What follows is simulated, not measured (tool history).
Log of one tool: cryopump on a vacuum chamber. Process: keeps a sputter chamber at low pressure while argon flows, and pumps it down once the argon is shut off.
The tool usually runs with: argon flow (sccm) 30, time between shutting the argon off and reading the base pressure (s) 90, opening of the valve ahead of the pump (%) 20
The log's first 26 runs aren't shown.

run,day,argon flow (sccm),time between shutting the argon off and reading the base pressure (s),opening of the valve ahead of the pump (%),pressure while argon flows (Pa),pressure after the wait (uPa)
27,21.767,26,81,22,0.1341,2.22
28,22.617,30,23,26,0.1322,4.62
# day 22.879: pump warmed up, emptied and cooled again
29,23.762,57,208,48,0.1249,1.33
30,24.267,57,208,48,0.1254,1.35
31,25.462,57,208,27,0.2219,1.4
32,26.517,57,208,27,0.2229,1.38
33,27.642,57,155,54,0.1135,1.55
34,28.138,57,264,26,0.2305,1.34
35,29.262,29,90,26,0.1185,1.92

Each row is a separate what-if for the run after 35, all from the same tool condition, not one after another. Results?
A,30.317,51,38,16,?,?
B,30.317,59,84,26,?,?
C,30.317,30,20,20,?,?

run,pressure while argon flows (Pa),pressure after the wait (uPa)
A,0.3371,3.13
B,0.2428,2.08
C,0.1573,5.01
Had the tool no hidden state, the same runs would have come out as:
run,pressure while argon flows (Pa),pressure after the wait (uPa)
A,0.3316,2.2
B,0.2364,1.14
C,0.1541,4.07

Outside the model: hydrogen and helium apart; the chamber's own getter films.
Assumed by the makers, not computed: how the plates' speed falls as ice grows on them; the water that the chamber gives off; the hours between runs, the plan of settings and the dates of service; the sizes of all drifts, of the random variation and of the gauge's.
